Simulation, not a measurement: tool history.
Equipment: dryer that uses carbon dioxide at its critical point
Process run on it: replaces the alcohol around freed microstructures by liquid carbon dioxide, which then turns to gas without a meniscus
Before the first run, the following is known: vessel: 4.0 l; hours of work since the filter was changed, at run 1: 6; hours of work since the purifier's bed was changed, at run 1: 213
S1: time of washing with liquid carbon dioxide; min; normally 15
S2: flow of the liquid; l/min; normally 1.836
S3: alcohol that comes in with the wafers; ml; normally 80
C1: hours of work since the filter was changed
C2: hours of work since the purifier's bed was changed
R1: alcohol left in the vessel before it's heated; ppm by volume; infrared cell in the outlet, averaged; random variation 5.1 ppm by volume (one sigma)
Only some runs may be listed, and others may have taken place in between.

{"run": 1, "hour": 0.0, "S1": 15, "S2": 1.836, "S3": 80, "C1": 6, "C2": 213, "R1": 157}
{"run": 2, "hour": 24.4, "S1": 15, "S2": 1.836, "S3": 80, "C1": 24, "C2": 230, "R1": 166}
{"run": 3, "hour": 47.8, "S1": 15, "S2": 1.836, "S3": 80, "C1": 40, "C2": 247, "R1": 177}
{"run": 4, "hour": 65.7, "S1": 15, "S2": 1.836, "S3": 80, "C1": 53, "C2": 260, "R1": 184}
{"run": 5, "hour": 81.7, "S1": 15, "S2": 1.836, "S3": 66, "C1": 65, "C2": 271, "R1": 173}
{"run": 6, "hour": 105.8, "S1": 15, "S2": 1.836, "S3": 66, "C1": 82, "C2": 288, "R1": 186}
{"run": 7, "hour": 122.2, "S1": 15, "S2": 1.836, "S3": 66, "C1": 93, "C2": 300, "R1": 194}
{"run": 8, "hour": 146.8, "S1": 15, "S2": 1.5, "S3": 100, "C1": 111, "C2": 317, "R1": 457}
{"run": 9, "hour": 165.3, "S1": 15, "S2": 1.82, "S3": 80, "C1": 124, "C2": 331, "R1": 233}
{"run": 10, "hour": 189.3, "S1": 15, "S2": 1.82, "S3": 80, "C1": 141, "C2": 348, "R1": 247}
{"run": 11, "hour": 214.8, "S1": 17, "S2": 1.82, "S3": 29, "C1": 159, "C2": 366, "R1": 172}
{"run": 12, "hour": 238.2, "S1": 9, "S2": 1.99, "S3": 80, "C1": 176, "C2": 383, "R1": 818}
{"run": 13, "hour": 252.2, "S1": 9, "S2": 1.99, "S3": 80, "C1": 186, "C2": 393, "R1": 839}
{"run": 14, "hour": 266.3, "S1": 9, "S2": 1.99, "S3": 80, "C1": 196, "C2": 403, "R1": 857}

Selected run-to-run steps in R1, each split into two signed amounts: the part the tool would show with no hidden state at all (from settings, incoming material and random variation), and the remainder, which goes to the hidden state together with any gauge scatter not common to the measured and the hidden-state-free results:
The tool's hidden condition here consists of: flow that reaches the vessel past the clogged filter, %; alcohol in the recycled carbon dioxide, ppm; drift of the gauge itself on alcohol_ppm, %.
Run 11 -> 12: S1 17 -> 9, S2 1.820 -> 1.990, S3 29 -> 80. R1 +646 ppm by volume: hidden state +158, all else +488.
